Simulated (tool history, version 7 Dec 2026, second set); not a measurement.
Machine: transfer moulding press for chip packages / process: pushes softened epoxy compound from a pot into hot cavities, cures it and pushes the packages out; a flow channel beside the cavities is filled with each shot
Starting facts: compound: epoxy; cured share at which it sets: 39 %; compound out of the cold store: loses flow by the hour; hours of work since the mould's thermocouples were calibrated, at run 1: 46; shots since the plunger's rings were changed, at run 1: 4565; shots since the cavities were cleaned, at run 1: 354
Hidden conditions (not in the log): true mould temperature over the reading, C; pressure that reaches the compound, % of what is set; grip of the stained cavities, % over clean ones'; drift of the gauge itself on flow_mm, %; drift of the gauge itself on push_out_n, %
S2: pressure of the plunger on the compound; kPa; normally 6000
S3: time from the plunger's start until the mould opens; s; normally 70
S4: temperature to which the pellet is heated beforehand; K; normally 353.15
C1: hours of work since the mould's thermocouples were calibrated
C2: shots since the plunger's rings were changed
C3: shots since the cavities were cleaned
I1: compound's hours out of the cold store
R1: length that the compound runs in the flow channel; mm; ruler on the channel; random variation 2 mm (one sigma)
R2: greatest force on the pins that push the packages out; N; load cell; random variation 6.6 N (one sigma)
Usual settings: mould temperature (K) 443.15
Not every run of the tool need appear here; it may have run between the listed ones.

{"run": 1, "hour": 0.0, "mould temperature (K)": 443.15, "S2": 6000, "S3": 70, "S4": 353.15, "C1": 46, "C2": 4565, "C3": 354, "I1": 11.5, "R1": 884, "R2": 381}
{"hour": 4.1, "done": "cavities cleaned with cleaning compound and waxed"}
{"run": 2, "hour": 7.3, "mould temperature (K)": 443.15, "S2": 6000, "S3": 70, "S4": 353.15, "C1": 50, "C2": 4690, "C3": 69, "I1": 31.1, "R1": 806, "R2": 291}
{"run": 3, "hour": 14.1, "mould temperature (K)": 443.15, "S2": 6000, "S3": 70, "S4": 353.15, "C1": 56, "C2": 4836, "C3": 215, "I1": 32.3, "R1": 799, "R2": 349}
{"run": 4, "hour": 22.7, "mould temperature (K)": 443.15, "S2": 6000, "S3": 70, "S4": 353.15, "C1": 63, "C2": 5021, "C3": 400, "I1": 27.7, "R1": 814, "R2": 378}
{"hour": 24.9, "done": "cavities cleaned with cleaning compound and waxed"}
{"run": 5, "hour": 29.7, "mould temperature (K)": 443.15, "S2": 6000, "S3": 70, "S4": 353.15, "C1": 67, "C2": 5138, "C3": 103, "I1": 31.3, "R1": 798, "R2": 304}
{"run": 6, "hour": 38.3, "mould temperature (K)": 443.15, "S2": 6000, "S3": 110, "S4": 353.15, "C1": 74, "C2": 5323, "C3": 288, "I1": 15.5, "R1": 863, "R2": 321}
{"hour": 45.8, "done": "cavities cleaned with cleaning compound and waxed"}
{"run": 7, "hour": 46.1, "mould temperature (K)": 435.15, "S2": 7200, "S3": 70, "S4": 353.15, "C1": 79, "C2": 5458, "C3": 7, "I1": 17.2, "R1": 970, "R2": 465}
{"run": 8, "hour": 53.3, "mould temperature (K)": 445.15, "S2": 4590, "S3": 70, "S4": 353.15, "C1": 85, "C2": 5614, "C3": 163, "I1": 46.2, "R1": 643, "R2": 324}
{"run": 9, "hour": 62.5, "mould temperature (K)": 443.15, "S2": 6000, "S3": 70, "S4": 346.15, "C1": 92, "C2": 5812, "C3": 361, "I1": 29.2, "R1": 805, "R2": 378}
{"hour": 67.0, "done": "plunger's sealing rings changed"}
{"hour": 68.5, "done": "cavities cleaned with cleaning compound and waxed"}
{"run": 10, "hour": 74.9, "mould temperature (K)": 443.15, "S2": 5080, "S3": 70, "S4": 358.15, "C1": 99, "C2": 138, "C3": 138, "I1": 44, "R1": 721, "R2": 322}
{"run": 11, "hour": 83.4, "mould temperature (K)": 441.15, "S2": 5910, "S3": 70, "S4": 353.15, "C1": 105, "C2": 321, "C3": 321, "I1": 19.3, "R1": 883, "R2": 411}
{"hour": 89.1, "done": "cavities cleaned with cleaning compound and waxed"}
{"run": 12, "hour": 93.3, "mould temperature (K)": 435.15, "S2": 6730, "S3": 70, "S4": 358.15, "C1": 112, "C2": 501, "C3": 90, "I1": 38.4, "R1": 886, "R2": 418}

Selected run-to-run steps in R1, each split into two signed amounts: the part the tool would show with no hidden state at all (from settings, incoming material and random variation), and the remainder, which goes to the hidden state together with any gauge scatter not common to the measured and the hidden-state-free results:
Run 7 -> 8: mould temperature (K) 435.15 -> 445.15, S2 7200 -> 4590. R1 -327 mm: hidden state +14, all else -341.
Run 9 -> 10: S2 6000 -> 5080, S4 346.15 -> 358.15, plunger's sealing rings changed, cavities cleaned with cleaning compound and waxed. R1 -84 mm: hidden state +38, all else -122.

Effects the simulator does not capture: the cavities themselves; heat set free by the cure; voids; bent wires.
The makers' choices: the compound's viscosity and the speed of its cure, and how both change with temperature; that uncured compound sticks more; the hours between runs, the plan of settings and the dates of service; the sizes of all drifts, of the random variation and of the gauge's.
